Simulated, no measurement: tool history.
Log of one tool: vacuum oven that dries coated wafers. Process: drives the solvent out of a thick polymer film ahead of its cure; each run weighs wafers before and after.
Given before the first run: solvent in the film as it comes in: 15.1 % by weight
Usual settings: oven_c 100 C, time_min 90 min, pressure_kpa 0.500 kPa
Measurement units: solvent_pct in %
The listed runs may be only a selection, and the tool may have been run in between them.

| run | hour | oven_c | time_min | pressure_kpa | solvent_pct |
|---|---|---|---|---|---|
| 1 | 0.0 | 100 | 90 | 0.500 | 2.49 |
| 2 | 22.1 | 100 | 90 | 0.500 | 2.48 |
| 3 | 38.3 | 100 | 90 | 0.500 | 2.53 |
| 4 | 53.1 | 100 | 90 | 1.087 | 2.79 |
| 5 | 71.2 | 100 | 90 | 1.087 | 2.80 |
| 6 | 89.1 | 100 | 90 | 1.087 | 2.77 |
| 7 | 105.2 | 100 | 90 | 0.625 | 2.57 |
| 8 | 120.4 | 100 | 90 | 0.625 | 2.58 |
| 9 | 135.8 | 100 | 90 | 0.625 | 2.63 |
| 10 | 158.7 | 100 | 90 | 0.625 | 2.62 |
| 11 | 173.7 | 101 | 90 | 0.500 | 2.23 |
| 12 | 197.7 | 101 | 90 | 0.500 | 2.24 |
| 13 | 209.8 | 100 | 90 | 0.500 | 2.53 |
| 14 | 228.0 | 100 | 90 | 0.500 | 2.54 |
| 15 | 246.9 | 100 | 90 | 0.500 | 2.57 |
| 16 | 264.7 | 100 | 90 | 0.500 | 2.53 |
| 17 | 282.0 | 100 | 90 | 0.500 | 2.54 |
| 18 | 303.7 | 100 | 90 | 0.590 | 2.58 |
| 19 | 327.4 | 100 | 90 | 0.590 | 2.56 |
| 20 | 344.6 | 100 | 90 | 0.590 | 2.57 |
| 21 | 364.2 | 100 | 90 | 0.547 | 2.60 |
| 22 | 382.7 | 100 | 90 | 0.547 | 2.50 |
| 23 | 396.2 | 96 | 90 | 0.500 | 3.66 |
| 24 | 407.3 | 96 | 90 | 0.500 | 3.67 |
| 25 | 417.0 | 96 | 90 | 0.500 | 3.70 |
|  | 422.9 | oven's thermocouples calibrated |
| 26 | 437.6 | 87 | 90 | 0.500 | 7.08 |
| 27 | 459.5 | 94 | 90 | 0.927 | 5.11 |
| 28 | 479.0 | 94 | 90 | 0.927 | 4.98 |
| 29 | 503.2 | 102 | 90 | 1.219 | 2.67 |
| 30 | 523.5 | 88 | 46 | 0.990 | 9.29 |
| 31 | 533.3 | 104 | 102 | 1.802 | 2.19 |
| 32 | 550.4 | 89 | 102 | 0.755 | 6.01 |
| 33 | 574.5 | 89 | 97 | 1.739 | 6.83 |
| 34 | 586.4 | 96 | 143 | 0.500 | 2.24 |
| 35 | 608.1 | 96 | 143 | 0.500 | 2.31 |
| 36 | 625.5 | 96 | 143 | 0.500 | 2.30 |
| 37 | 635.3 | 96 | 146 | 0.500 | 2.21 |
| 38 | 657.1 | 110 | 146 | 0.330 | 0.33 |
| 39 | 670.7 | 93 | 65 | 0.409 | 6.42 |
| 40 | 693.9 | 100 | 52 | 1.196 | 5.53 |
| 41 | 714.8 | 86 | 80 | 1.106 | 8.08 |
| 42 | 735.2 | 86 | 80 | 1.106 | 8.28 |
| 43 | 756.8 | 86 | 80 | 1.106 | 8.14 |
| 44 | 779.1 | 115 | 73 | 0.527 | 0.62 |
| 45 | 802.6 | 92 | 95 | 1.208 | 5.63 |
| 46 | 812.8 | 92 | 95 | 1.208 | 5.65 |
| 47 | 827.5 | 108 | 90 | 0.326 | 1.00 |

3 ways to go on from here, each from the tool as it stands after run 47. What would each give?
| A | 850.2 | 98 | 59 | 0.675 | ? |
| B | 850.2 | 90 | 90 | 0.500 | ? |
| C | 850.2 | 87 | 60 | 1.732 | ? |

| run | solvent_pct |
|---|---|
| A | 5.35 |
| B | 6.03 |
| C | 9.06 |
Stripped of hidden state, with their random variation kept, the same runs would have yielded:
| run | solvent_pct |
|---|---|
| A | 5.19 |
| B | 5.84 |
| C | 8.90 |
